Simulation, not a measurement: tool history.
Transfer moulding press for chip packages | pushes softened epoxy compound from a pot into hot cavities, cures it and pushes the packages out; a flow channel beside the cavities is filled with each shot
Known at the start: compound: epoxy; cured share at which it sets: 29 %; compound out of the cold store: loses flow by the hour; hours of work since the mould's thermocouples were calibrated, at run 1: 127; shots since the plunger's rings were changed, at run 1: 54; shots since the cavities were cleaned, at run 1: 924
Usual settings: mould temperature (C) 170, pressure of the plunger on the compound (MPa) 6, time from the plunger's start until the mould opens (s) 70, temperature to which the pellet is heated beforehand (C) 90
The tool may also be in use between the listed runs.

run	day	mould temperature (C)	pressure of the plunger on the compound (MPa)	time from the plunger's start until the mould opens (s)	temperature to which the pellet is heated beforehand (C)	hours of work since the mould's thermocouples were calibrated	shots since the plunger's rings were changed	shots since the cavities were cleaned	incoming compound's hours out of the cold store	length that the compound runs in the flow channel (mm)	greatest force on the pins that push the packages out (N)
1	0	170	6	70	90	127	54	924	13.7	966	1079
2	0.404	174	6	70	90	132	175	1045	47.8	758	898
# day 0.538: cavities cleaned with cleaning compound and waxed
3	0.796	174	6	70	90	137	275	79	34.5	829	527
4	1.2	170	6	70	90	142	395	199	26.7	877	691
5	1.496	170	6	70	90	146	485	289	31.5	846	737
6	1.95	170	6	70	90	151	621	425	8.7	987	905
7	2.158	170	6	70	90	154	683	487	20.5	914	894
8	2.496	170	6.49	70	90	158	784	588	13.3	997	934
9	2.742	170	6	70	91	162	858	662	41.6	785	920
10	3.142	170	6	70	91	167	978	782	13	961	1015
11	3.588	170	6	70	90	172	1112	916	25	874	1027
12	3.825	170	6	70	90	176	1183	987	25.5	880	1062
# day 4.158: cavities cleaned with cleaning compound and waxed
13	4.342	170	5.04	70	81	181	1319	55	18.1	840	630
14	4.721	170	5.04	70	90	186	1433	169	13.9	866	669

Forecast run 15:
15	4.975	165	6.25	73	99	189	1508	244	30.5	?	?

{"run 15": {"length that the compound runs in the flow channel (mm)": 861, "greatest force on the pins that push the packages out (N)": 836}}
Without the tool's hidden state the same run would have given length that the compound runs in the flow channel (mm) 881, greatest force on the pins that push the packages out (N) 627.

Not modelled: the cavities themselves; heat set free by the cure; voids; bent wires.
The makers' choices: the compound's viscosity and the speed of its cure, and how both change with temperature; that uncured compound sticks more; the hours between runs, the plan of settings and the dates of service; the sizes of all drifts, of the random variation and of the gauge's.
